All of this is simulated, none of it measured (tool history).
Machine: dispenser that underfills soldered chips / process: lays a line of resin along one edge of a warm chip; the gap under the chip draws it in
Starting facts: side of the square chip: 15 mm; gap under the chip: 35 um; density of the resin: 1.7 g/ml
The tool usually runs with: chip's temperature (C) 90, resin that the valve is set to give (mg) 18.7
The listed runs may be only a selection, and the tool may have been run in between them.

| run | hour | chip's temperature (C) | resin that the valve is set to give (mg) | time until the resin shows at the far edge (s) | resin that the valve gave (mg) |
|---|---|---|---|---|---|
| 1 | 0.0 | 90 | 18.7 | 172.9 | 18.01 |
|  | 1.0 | new syringe of resin |
| 2 | 5.8 | 90 | 18.7 | 168.5 | 18.10 |
|  | 8.9 | new syringe of resin |
| 3 | 10.6 | 93 | 18.7 | 135.0 | 17.97 |
| 4 | 14.3 | 85 | 18.7 | 219.1 | 17.95 |
|  | 17.1 | new syringe of resin |
| 5 | 19.2 | 90 | 17.9 | 159.9 | 17.25 |
|  | 24.8 | new syringe of resin |
| 6 | 27.7 | 90 | 18.7 | 160.1 | 17.93 |
|  | 32.9 | dispensing valve cleaned and set on the balance |
|  | 33.6 | new syringe of resin |
| 7 | 35.8 | 96 | 21.1 | 112.4 | 20.99 |
|  | 41.6 | new syringe of resin |
| 8 | 42.0 | 85 | 17.1 | 196.5 | 17.04 |
| 9 | 45.6 | 104 | 16.9 | 85.3 | 16.82 |
|  | 49.8 | new syringe of resin |
| 10 | 49.9 | 87 | 23.4 | 166.4 | 23.31 |
| 11 | 54.1 | 77 | 18.7 | 318.1 | 18.54 |

Each row is a separate what-if for the run after 11, all from the same tool condition, not one after another. Results?
|  | 57.5 | new syringe of resin |
| A | 60.2 | 86 | 22.0 | ? | ? |
|  | 57.5 | new syringe of resin |
| B | 60.2 | 81 | 24.3 | ? | ? |
|  | 57.5 | new syringe of resin |
| C | 60.2 | 77 | 16.4 | ? | ? |
|  | 57.5 | new syringe of resin |
| D | 60.2 | 103 | 17.9 | ? | ? |

| run | time until the resin shows at the far edge (s) | resin that the valve gave (mg) |
|---|---|---|
| A | 187.0 | 21.86 |
| B | 238.9 | 24.07 |
| C | 323.8 | 16.27 |
| D | 85.0 | 17.73 |
With no hidden state in the tool, these same runs would have given:
| run | time until the resin shows at the far edge (s) | resin that the valve gave (mg) |
|---|---|---|
| A | 163.4 | 22.04 |
| B | 208.4 | 24.27 |
| C | 281.2 | 16.41 |
| D | 74.6 | 17.88 |

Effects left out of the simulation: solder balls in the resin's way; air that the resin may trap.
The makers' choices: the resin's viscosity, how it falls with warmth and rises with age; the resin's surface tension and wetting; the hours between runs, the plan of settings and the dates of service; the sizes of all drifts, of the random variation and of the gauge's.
